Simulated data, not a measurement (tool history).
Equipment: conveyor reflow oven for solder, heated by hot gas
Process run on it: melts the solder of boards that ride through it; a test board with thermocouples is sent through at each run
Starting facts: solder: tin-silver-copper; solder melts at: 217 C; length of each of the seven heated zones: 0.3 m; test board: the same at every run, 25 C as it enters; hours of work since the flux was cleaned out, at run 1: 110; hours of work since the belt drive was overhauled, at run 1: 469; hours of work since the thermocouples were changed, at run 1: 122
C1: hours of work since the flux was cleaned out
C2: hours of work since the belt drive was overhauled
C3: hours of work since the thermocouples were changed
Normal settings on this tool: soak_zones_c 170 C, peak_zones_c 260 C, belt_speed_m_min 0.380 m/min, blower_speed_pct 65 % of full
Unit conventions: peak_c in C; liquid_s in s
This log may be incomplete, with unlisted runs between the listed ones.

run 1 hour=0.0 | soak_zones_c=170 peak_zones_c=260 belt_speed_m_min=0.380 blower_speed_pct=65 | C1=110 C2=469 C3=122 | peak_c=243.4 liquid_s=59.9
run 2 hour=13.0 | soak_zones_c=170 peak_zones_c=260 belt_speed_m_min=0.380 blower_speed_pct=65 | C1=115 C2=474 C3=128 | peak_c=243.6 liquid_s=60.9
run 3 hour=37.0 | soak_zones_c=170 peak_zones_c=260 belt_speed_m_min=0.380 blower_speed_pct=65 | C1=125 C2=483 C3=137 | peak_c=243.8 liquid_s=60.8
run 4 hour=66.0 | soak_zones_c=170 peak_zones_c=260 belt_speed_m_min=0.380 blower_speed_pct=65 | C1=137 C2=495 C3=149 | peak_c=243.8 liquid_s=60.7
run 5 hour=81.1 | soak_zones_c=170 peak_zones_c=260 belt_speed_m_min=0.326 blower_speed_pct=65 | C1=143 C2=501 C3=155 | peak_c=247.8 liquid_s=78.8
run 6 hour=111.9 | soak_zones_c=170 peak_zones_c=260 belt_speed_m_min=0.317 blower_speed_pct=65 | C1=155 C2=514 C3=167 | peak_c=248.4 liquid_s=83.0
run 7 hour=126.9 | soak_zones_c=170 peak_zones_c=260 belt_speed_m_min=0.317 blower_speed_pct=65 | C1=161 C2=520 C3=173 | peak_c=247.7 liquid_s=81.5
run 8 hour=142.2 | soak_zones_c=170 peak_zones_c=260 belt_speed_m_min=0.317 blower_speed_pct=65 | C1=167 C2=526 C3=179 | peak_c=248.0 liquid_s=81.1
run 9 hour=157.8 | soak_zones_c=170 peak_zones_c=260 belt_speed_m_min=0.317 blower_speed_pct=65 | C1=174 C2=532 C3=186 | peak_c=248.7 liquid_s=82.0
-- hour=165.5 flux residue cleaned out of gas plates and filters
run 10 hour=193.6 | soak_zones_c=170 peak_zones_c=260 belt_speed_m_min=0.317 blower_speed_pct=65 | C1=11 C2=544 C3=198 | peak_c=248.6 liquid_s=82.7
run 11 hour=208.8 | soak_zones_c=170 peak_zones_c=260 belt_speed_m_min=0.317 blower_speed_pct=65 | C1=17 C2=550 C3=204 | peak_c=248.7 liquid_s=81.5
run 12 hour=231.9 | soak_zones_c=170 peak_zones_c=260 belt_speed_m_min=0.317 blower_speed_pct=65 | C1=27 C2=560 C3=213 | peak_c=247.9 liquid_s=82.3
run 13 hour=247.2 | soak_zones_c=170 peak_zones_c=260 belt_speed_m_min=0.380 blower_speed_pct=74 | C1=33 C2=566 C3=220 | peak_c=244.8 liquid_s=62.7
run 14 hour=268.6 | soak_zones_c=160 peak_zones_c=263 belt_speed_m_min=0.400 blower_speed_pct=65 | C1=41 C2=574 C3=228 | peak_c=241.8 liquid_s=50.1
run 15 hour=294.7 | soak_zones_c=160 peak_zones_c=263 belt_speed_m_min=0.400 blower_speed_pct=65 | C1=52 C2=585 C3=239 | peak_c=241.5 liquid_s=50.7
run 16 hour=308.4 | soak_zones_c=160 peak_zones_c=263 belt_speed_m_min=0.400 blower_speed_pct=65 | C1=57 C2=590 C3=244 | peak_c=241.5 liquid_s=50.5
run 17 hour=322.7 | soak_zones_c=159 peak_zones_c=254 belt_speed_m_min=0.329 blower_speed_pct=60 | C1=63 C2=596 C3=250 | peak_c=239.3 liquid_s=60.5
-- hour=341.4 flux residue cleaned out of gas plates and filters, once more
run 18 hour=347.7 | soak_zones_c=159 peak_zones_c=254 belt_speed_m_min=0.329 blower_speed_pct=60 | C1=3 C2=604 C3=258 | peak_c=240.0 liquid_s=62.3
run 19 hour=372.1 | soak_zones_c=159 peak_zones_c=270 belt_speed_m_min=0.329 blower_speed_pct=71 | C1=12 C2=614 C3=268 | peak_c=257.2 liquid_s=83.7
run 20 hour=388.8 | soak_zones_c=174 peak_zones_c=257 belt_speed_m_min=0.380 blower_speed_pct=80 | C1=19 C2=621 C3=274 | peak_c=245.9 liquid_s=67.6
run 21 hour=412.3 | soak_zones_c=174 peak_zones_c=257 belt_speed_m_min=0.380 blower_speed_pct=80 | C1=28 C2=630 C3=284 | peak_c=245.5 liquid_s=66.3
run 22 hour=432.3 | soak_zones_c=170 peak_zones_c=260 belt_speed_m_min=0.327 blower_speed_pct=65 | C1=37 C2=638 C3=292 | peak_c=248.7 liquid_s=80.0
run 23 hour=464.1 | soak_zones_c=170 peak_zones_c=260 belt_speed_m_min=0.327 blower_speed_pct=87 | C1=49 C2=651 C3=305 | peak_c=252.3 liquid_s=85.7
run 24 hour=482.2 | soak_zones_c=170 peak_zones_c=260 belt_speed_m_min=0.327 blower_speed_pct=87 | C1=57 C2=658 C3=312 | peak_c=252.2 liquid_s=85.1
run 25 hour=496.7 | soak_zones_c=162 peak_zones_c=260 belt_speed_m_min=0.377 blower_speed_pct=87 | C1=62 C2=664 C3=318 | peak_c=247.6 liquid_s=65.6
run 26 hour=517.8 | soak_zones_c=178 peak_zones_c=260 belt_speed_m_min=0.460 blower_speed_pct=65 | C1=71 C2=672 C3=326 | peak_c=239.8 liquid_s=46.6

Measured less the same run without the tool's hidden state. The same run-to-run variation is in both; the gauge's scatter may not be:
Hidden state at play: heat that the gas passes to the board, % of a clean oven's; belt's true speed, % of the reading; true gas temperature in zones 6 and 7 over the reading, C; drift of the gauge itself on peak_c, C; drift of the gauge itself on liquid_s, %.
run=1 peak_c=+0.0 liquid_s=+0.7
run=2 peak_c=+0.0 liquid_s=+0.7
run=3 peak_c=+0.0 liquid_s=+0.7
run=4 peak_c=+0.0 liquid_s=+0.7
run=5 peak_c=+0.0 liquid_s=+1.0
run=6 peak_c=+0.0 liquid_s=+1.1
run=7 peak_c=+0.1 liquid_s=+1.0
run=8 peak_c=+0.0 liquid_s=+1.0
run=9 peak_c=+0.0 liquid_s=+1.1
run=10 peak_c=-0.1 liquid_s=+0.7
run=11 peak_c=-0.2 liquid_s=+0.8
run=12 peak_c=-0.2 liquid_s=+0.7
run=13 peak_c=-0.4 liquid_s=+0.2
run=14 peak_c=-0.4 liquid_s=+0.0
run=15 peak_c=-0.5 liquid_s=+0.0
run=16 peak_c=-0.4 liquid_s=+0.0
run=17 peak_c=-0.2 liquid_s=+0.3
run=18 peak_c=+0.9 liquid_s=+2.4
run=19 peak_c=+0.9 liquid_s=+2.3
run=20 peak_c=+0.8 liquid_s=+2.1
run=21 peak_c=+0.8 liquid_s=+2.0
run=22 peak_c=+0.8 liquid_s=+2.4
run=23 peak_c=+0.7 liquid_s=+2.3
run=24 peak_c=+0.8 liquid_s=+2.3
run=25 peak_c=+0.8 liquid_s=+2.0
run=26 peak_c=+0.8 liquid_s=+1.9
